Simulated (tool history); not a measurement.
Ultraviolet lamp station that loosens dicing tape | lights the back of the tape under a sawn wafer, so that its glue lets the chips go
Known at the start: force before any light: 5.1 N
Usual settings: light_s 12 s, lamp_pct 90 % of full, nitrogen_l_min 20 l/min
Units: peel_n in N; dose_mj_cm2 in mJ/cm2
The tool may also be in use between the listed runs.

run 1 hour=0 | light_s=12 lamp_pct=90 nitrogen_l_min=20 | peel_n=0.127 dose_mj_cm2=644
run 2 hour=64.3 | light_s=12 lamp_pct=90 nitrogen_l_min=20 | peel_n=0.13 dose_mj_cm2=642
run 3 hour=130.5 | light_s=12 lamp_pct=90 nitrogen_l_min=20 | peel_n=0.137 dose_mj_cm2=647
run 4 hour=203.7 | light_s=12 lamp_pct=90 nitrogen_l_min=24 | peel_n=0.124 dose_mj_cm2=645
run 5 hour=277 | light_s=12 lamp_pct=90 nitrogen_l_min=24 | peel_n=0.132 dose_mj_cm2=644
-- hour=344.3 lamp changed
run 6 hour=374.9 | light_s=12 lamp_pct=90 nitrogen_l_min=24 | peel_n=0.138 dose_mj_cm2=643
run 7 hour=422 | light_s=12 lamp_pct=97 nitrogen_l_min=20 | peel_n=0.128 dose_mj_cm2=687
run 8 hour=489.7 | light_s=9 lamp_pct=90 nitrogen_l_min=20 | peel_n=0.199 dose_mj_cm2=479
run 9 hour=576.6 | light_s=12 lamp_pct=90 nitrogen_l_min=20 | peel_n=0.13 dose_mj_cm2=652
run 10 hour=667.4 | light_s=12 lamp_pct=90 nitrogen_l_min=20 | peel_n=0.137 dose_mj_cm2=642
-- hour=688.8 window cleaned of glue's vapour
run 11 hour=754.2 | light_s=7 lamp_pct=69 nitrogen_l_min=20 | peel_n=0.553 dose_mj_cm2=290
run 12 hour=850.9 | light_s=7 lamp_pct=99 nitrogen_l_min=20 | peel_n=0.271 dose_mj_cm2=414
run 13 hour=945.3 | light_s=20 lamp_pct=67 nitrogen_l_min=10 | peel_n=0.128 dose_mj_cm2=797
run 14 hour=1014.8 | light_s=12 lamp_pct=90 nitrogen_l_min=17 | peel_n=0.126 dose_mj_cm2=646
run 15 hour=1102.8 | light_s=12 lamp_pct=90 nitrogen_l_min=17 | peel_n=0.134 dose_mj_cm2=649
run 16 hour=1143.8 | light_s=12 lamp_pct=90 nitrogen_l_min=17 | peel_n=0.137 dose_mj_cm2=645
run 17 hour=1233.1 | light_s=12 lamp_pct=90 nitrogen_l_min=17 | peel_n=0.14 dose_mj_cm2=647
run 18 hour=1289.3 | light_s=11 lamp_pct=89 nitrogen_l_min=12 | peel_n=0.173 dose_mj_cm2=582
-- hour=1374.7 window cleaned of glue's vapour
run 19 hour=1374.7 | light_s=10 lamp_pct=96 nitrogen_l_min=15 | peel_n=0.154 dose_mj_cm2=578

Forecast each of these 4 alternatives for the next run:
run A hour=1436.1 | light_s=7 lamp_pct=98 nitrogen_l_min=34 | peel_n=? dose_mj_cm2=?
run B hour=1436.1 | light_s=12 lamp_pct=90 nitrogen_l_min=35 | peel_n=? dose_mj_cm2=?
run C hour=1436.1 | light_s=8 lamp_pct=81 nitrogen_l_min=26 | peel_n=? dose_mj_cm2=?
run D hour=1436.1 | light_s=10 lamp_pct=96 nitrogen_l_min=12 | peel_n=? dose_mj_cm2=?

run=A peel_n=0.241 dose_mj_cm2=408
run=B peel_n=0.121 dose_mj_cm2=645
run=C peel_n=0.286 dose_mj_cm2=391
run=D peel_n=0.18 dose_mj_cm2=581
Without the tool's hidden state the same runs would have given:
run=A peel_n=0.241 dose_mj_cm2=409
run=B peel_n=0.12 dose_mj_cm2=646
run=C peel_n=0.285 dose_mj_cm2=391
run=D peel_n=0.18 dose_mj_cm2=582

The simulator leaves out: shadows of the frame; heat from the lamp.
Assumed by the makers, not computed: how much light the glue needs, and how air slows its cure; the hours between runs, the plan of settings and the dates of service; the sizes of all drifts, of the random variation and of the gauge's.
